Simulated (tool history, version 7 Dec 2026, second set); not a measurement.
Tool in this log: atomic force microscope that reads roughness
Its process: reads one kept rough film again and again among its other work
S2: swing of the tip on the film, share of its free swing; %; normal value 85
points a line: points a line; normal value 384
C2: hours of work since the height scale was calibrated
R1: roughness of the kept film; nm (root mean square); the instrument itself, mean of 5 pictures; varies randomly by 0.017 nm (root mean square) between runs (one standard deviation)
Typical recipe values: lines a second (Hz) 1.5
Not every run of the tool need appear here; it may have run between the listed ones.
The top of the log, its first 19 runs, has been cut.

Run 20, hour 197.4: usual settings; pictures with this tip 151; C2 14. Result: R1 3.34 nm (root mean square).
Run 21, hour 210.8: usual settings but lines a second (Hz) 0.84; pictures with this tip 171; C2 24. Result: R1 3.541 nm (root mean square).
At hour 214.3: new tip fitted.
Run 22, hour 222.5: usual settings but lines a second (Hz) 0.84; pictures with this tip 12; C2 32. Result: R1 4.308 nm (root mean square).
Run 23, hour 236.9: usual settings but lines a second (Hz) 0.85, S2 60 %, points a line 281; pictures with this tip 33; C2 43. Result: R1 4.494 nm (root mean square).
Run 24, hour 252: usual settings but lines a second (Hz) 0.69, S2 87 %; pictures with this tip 54; C2 54. Result: R1 4.123 nm (root mean square).
Run 25, hour 267.1: usual settings but lines a second (Hz) 0.69, S2 87 %; pictures with this tip 76; C2 66. Result: R1 3.997 nm (root mean square).
Run 26, hour 275.7: usual settings but lines a second (Hz) 0.69, S2 87 %; pictures with this tip 89; C2 72. Result: R1 3.967 nm (root mean square).
Run 27, hour 284.7: usual settings but lines a second (Hz) 1.39, S2 84 %, points a line 446; pictures with this tip 102; C2 79. Result: R1 3.603 nm (root mean square).
Run 28, hour 297.6: usual settings but lines a second (Hz) 1.39, S2 84 %, points a line 446; pictures with this tip 120; C2 88. Result: R1 3.559 nm (root mean square).
Run 29, hour 309.4: usual settings but lines a second (Hz) 1.39, S2 86 %, points a line 975; pictures with this tip 137; C2 97. Result: R1 3.455 nm (root mean square).
Run 30, hour 316.5: usual settings but lines a second (Hz) 1.39, S2 86 %, points a line 975; pictures with this tip 148; C2 102. Result: R1 3.418 nm (root mean square).
Run 31, hour 326.3: usual settings but lines a second (Hz) 0.87, points a line 787; pictures with this tip 162; C2 110. Result: R1 3.605 nm (root mean square).
At hour 336.2: new tip fitted.
Run 32, hour 338: usual settings but lines a second (Hz) 0.87, points a line 787; pictures with this tip 3; C2 118. Result: R1 4.328 nm (root mean square).
Run 33, hour 352.4: usual settings but S2 89 %, points a line 588; pictures with this tip 24; C2 129. Result: R1 3.8 nm (root mean square).
Run 34, hour 360.5: usual settings but S2 89 %, points a line 588; pictures with this tip 35; C2 135. Result: R1 3.757 nm (root mean square).
Run 35, hour 371: usual settings but lines a second (Hz) 1.07, S2 89 %, points a line 588; pictures with this tip 51; C2 143. Result: R1 3.92 nm (root mean square).
Run 36, hour 385.5: usual settings but lines a second (Hz) 1.07, S2 89 %, points a line 588; pictures with this tip 72; C2 153. Result: R1 3.817 nm (root mean square).
Run 37, hour 391.7: usual settings but S2 88 %, points a line 565; pictures with this tip 81; C2 158. Result: R1 3.598 nm (root mean square).
Run 38, hour 405.9: usual settings but S2 88 %, points a line 565; pictures with this tip 101; C2 169. Result: R1 3.491 nm (root mean square).
Run 39, hour 413.9: usual settings but lines a second (Hz) 2.53, S2 88 %, points a line 565; pictures with this tip 113; C2 175. Result: R1 3.039 nm (root mean square).
Run 40, hour 423.1: usual settings but lines a second (Hz) 2.53, S2 88 %, points a line 565; pictures with this tip 126; C2 181. Result: R1 2.976 nm (root mean square).
Run 41, hour 437.4: usual settings but lines a second (Hz) 3.41, S2 65 %, points a line 565; pictures with this tip 147; C2 192. Result: R1 3.534 nm (root mean square).
Run 42, hour 446.8: usual settings but lines a second (Hz) 0.77, S2 67 %, points a line 565; pictures with this tip 160; C2 199. Result: R1 3.909 nm (root mean square).

What if the next run were any one of these 3? Each begins from the tool's condition after run 42:
Run A, hour 456.5: usual settings but lines a second (Hz) 1.83, S2 67 %, points a line 314; pictures with this tip 174; C2 206. Result: R1 ?.
Run B, hour 456.5: usual settings but lines a second (Hz) 0.52, points a line 353; pictures with this tip 174; C2 206. Result: R1 ?.
Run C, hour 456.5: usual settings but lines a second (Hz) 0.77, S2 60 %, points a line 357; pictures with this tip 174; C2 206. Result: R1 ?.

run     R1
  A  3.626
  B  3.707
  C  3.877
What these runs would have given with no unlogged condition in the tool:
run     R1
  A  4.449
  B  4.548
  C  4.756
